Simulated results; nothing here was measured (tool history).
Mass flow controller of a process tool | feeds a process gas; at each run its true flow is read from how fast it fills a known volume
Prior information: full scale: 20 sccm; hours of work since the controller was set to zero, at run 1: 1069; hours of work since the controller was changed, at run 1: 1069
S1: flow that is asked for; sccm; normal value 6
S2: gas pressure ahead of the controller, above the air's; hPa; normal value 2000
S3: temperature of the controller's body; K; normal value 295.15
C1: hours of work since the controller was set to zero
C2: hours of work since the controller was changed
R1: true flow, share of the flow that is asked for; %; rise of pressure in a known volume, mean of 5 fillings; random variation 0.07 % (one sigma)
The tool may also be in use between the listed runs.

Run 1, day 0.000: usual settings; C1 1069; C2 1069. Result: R1 96.99 %.
Run 2, day 4.617: usual settings but S1 3 sccm; C1 1110; C2 1110. Result: R1 96.00 %.
Run 3, day 8.846: usual settings but S1 3 sccm; C1 1148; C2 1148. Result: R1 95.95 %.
Run 4, day 12.454: usual settings but S1 3 sccm, S2 2030 hPa; C1 1181; C2 1181. Result: R1 95.97 %.
Run 5, day 17.942: usual settings but S3 307.15 K; C1 1230; C2 1230. Result: R1 97.79 %.
Run 6, day 23.146: usual settings but S3 294.15 K; C1 1277; C2 1277. Result: R1 96.80 %.
Run 7, day 30.150: usual settings but S3 294.15 K; C1 1340; C2 1340. Result: R1 96.73 %.
Run 8, day 33.754: usual settings but S3 294.15 K; C1 1372; C2 1372. Result: R1 96.80 %.
Run 9, day 41.242: usual settings but S3 294.15 K; C1 1439; C2 1439. Result: R1 96.80 %.
Run 10, day 47.717: usual settings; C1 1498; C2 1498. Result: R1 96.85 %.
Run 11, day 54.225: usual settings but S2 1570 hPa; C1 1556; C2 1556. Result: R1 96.67 %.
Run 12, day 61.371: usual settings but S2 1570 hPa; C1 1620; C2 1620. Result: R1 96.63 %.
Run 13, day 66.833: usual settings but S2 1700 hPa; C1 1669; C2 1669. Result: R1 96.59 %.
Run 14, day 71.550: usual settings but S2 1700 hPa; C1 1712; C2 1712. Result: R1 96.50 %.
Run 15, day 76.392: usual settings but S2 1700 hPa, S3 299.15 K; C1 1755; C2 1755. Result: R1 96.95 %.
Run 16, day 80.250: usual settings but S1 7 sccm, S2 1700 hPa, S3 299.15 K; C1 1790; C2 1790. Result: R1 97.16 %.
Run 17, day 84.646: usual settings but S3 311.15 K; C1 1829; C2 1829. Result: R1 97.88 %.
Run 18, day 87.950: usual settings but S3 301.15 K; C1 1859; C2 1859. Result: R1 97.13 %.
Run 19, day 91.762: usual settings but S3 301.15 K; C1 1893; C2 1893. Result: R1 96.96 %.
Run 20, day 97.792: usual settings but S3 301.15 K; C1 1947; C2 1947. Result: R1 97.07 %.
Run 21, day 101.408: usual settings but S3 308.15 K; C1 1980; C2 1980. Result: R1 97.58 %.
Run 22, day 107.971: usual settings but S3 308.15 K; C1 2039; C2 2039. Result: R1 97.45 %.
Run 23, day 113.633: usual settings; C1 2090; C2 2090. Result: R1 96.67 %.
Run 24, day 121.212: usual settings but S2 1840 hPa; C1 2158; C2 2158. Result: R1 96.44 %.
Run 25, day 128.471: usual settings; C1 2223; C2 2223. Result: R1 96.68 %.
Run 26, day 133.788: usual settings but S1 14 sccm, S2 2520 hPa, S3 306.15 K; C1 2271; C2 2271. Result: R1 99.41 %.
Run 27, day 137.929: usual settings but S1 14 sccm, S2 1880 hPa, S3 298.15 K; C1 2308; C2 2308. Result: R1 98.41 %.
Run 28, day 145.575: usual settings but S1 14 sccm, S2 1880 hPa, S3 298.15 K; C1 2376; C2 2376. Result: R1 98.53 %.
Run 29, day 149.696: usual settings but S1 14 sccm, S2 1880 hPa, S3 298.15 K; C1 2414; C2 2414. Result: R1 98.57 %.
Run 30, day 154.029: usual settings but S1 14 sccm, S2 1880 hPa, S3 298.15 K; C1 2452; C2 2452. Result: R1 98.47 %.
Run 31, day 158.058: usual settings but S1 14 sccm, S2 1880 hPa, S3 298.15 K; C1 2489; C2 2489. Result: R1 98.56 %.
Run 32, day 161.629: usual settings but S1 14 sccm, S2 1880 hPa, S3 301.15 K; C1 2521; C2 2521. Result: R1 98.69 %.
Run 33, day 169.442: usual settings but S1 12 sccm; C1 2591; C2 2591. Result: R1 98.01 %.
Run 34, day 176.471: usual settings but S1 4 sccm, S2 1570 hPa, S3 300.15 K; C1 2654; C2 2654. Result: R1 95.53 %.
Run 35, day 183.817: usual settings but S1 4 sccm, S2 1570 hPa, S3 302.15 K; C1 2720; C2 2720. Result: R1 95.54 %.
Run 36, day 191.550: usual settings but S1 16 sccm, S2 1470 hPa, S3 312.15 K; C1 2789; C2 2789. Result: R1 99.51 %.
Run 37, day 195.133: usual settings but S1 17 sccm, S2 2620 hPa; C1 2822; C2 2822. Result: R1 99.22 %.
Run 38, day 200.983: usual settings but S1 17 sccm, S2 2620 hPa; C1 2874; C2 2874. Result: R1 99.15 %.
Run 39, day 206.638: usual settings but S1 17 sccm, S2 2620 hPa; C1 2925; C2 2925. Result: R1 99.07 %.
Run 40, day 213.775: usual settings but S2 1790 hPa, S3 294.15 K; C1 2989; C2 2989. Result: R1 96.11 %.
Run 41, day 217.117: usual settings but S3 298.15 K; C1 3019; C2 3019. Result: R1 96.44 %.
Run 42, day 220.917: usual settings but S3 298.15 K; C1 3053; C2 3053. Result: R1 96.45 %.
Run 43, day 227.104: usual settings but S1 9 sccm, S3 299.15 K; C1 3109; C2 3109. Result: R1 97.37 %.
Run 44, day 230.562: usual settings but S1 7 sccm, S2 1480 hPa, S3 303.15 K; C1 3140; C2 3140. Result: R1 96.97 %.
Run 45, day 237.042: usual settings but S1 7 sccm, S2 1480 hPa, S3 303.15 K; C1 3198; C2 3198. Result: R1 96.91 %.
Run 46, day 242.983: usual settings but S3 297.15 K; C1 3251; C2 3251. Result: R1 96.41 %.
Run 47, day 247.338: usual settings but S1 3 sccm, S2 2130 hPa, S3 308.15 K; C1 3291; C2 3291. Result: R1 95.11 %.
Run 48, day 252.508: usual settings but S1 3 sccm, S2 2130 hPa, S3 308.15 K; C1 3337; C2 3337. Result: R1 95.08 %.
Run 49, day 258.971: usual settings but S1 3 sccm, S2 2130 hPa, S3 308.15 K; C1 3395; C2 3395. Result: R1 94.91 %.

Predict each of these 3 candidate next runs independently; none follows another, all start after run 49:
Run A, day 264.808: usual settings but S1 3 sccm, S2 1640 hPa, S3 308.15 K; C1 3447; C2 3447. Result: R1 ?.
Run B, day 264.808: usual settings but S1 11 sccm, S2 1460 hPa, S3 308.15 K; C1 3447; C2 3447. Result: R1 ?.
Run C, day 264.808: usual settings but S1 7 sccm, S2 2130 hPa; C1 3447; C2 3447. Result: R1 ?.

run     R1
  A  94.65
  B  98.31
  C  96.59
The same runs, with their run-to-run variation unchanged, on a tool lacking any hidden condition would have given:
run     R1
  A  97.83
  B  99.12
  C  97.90
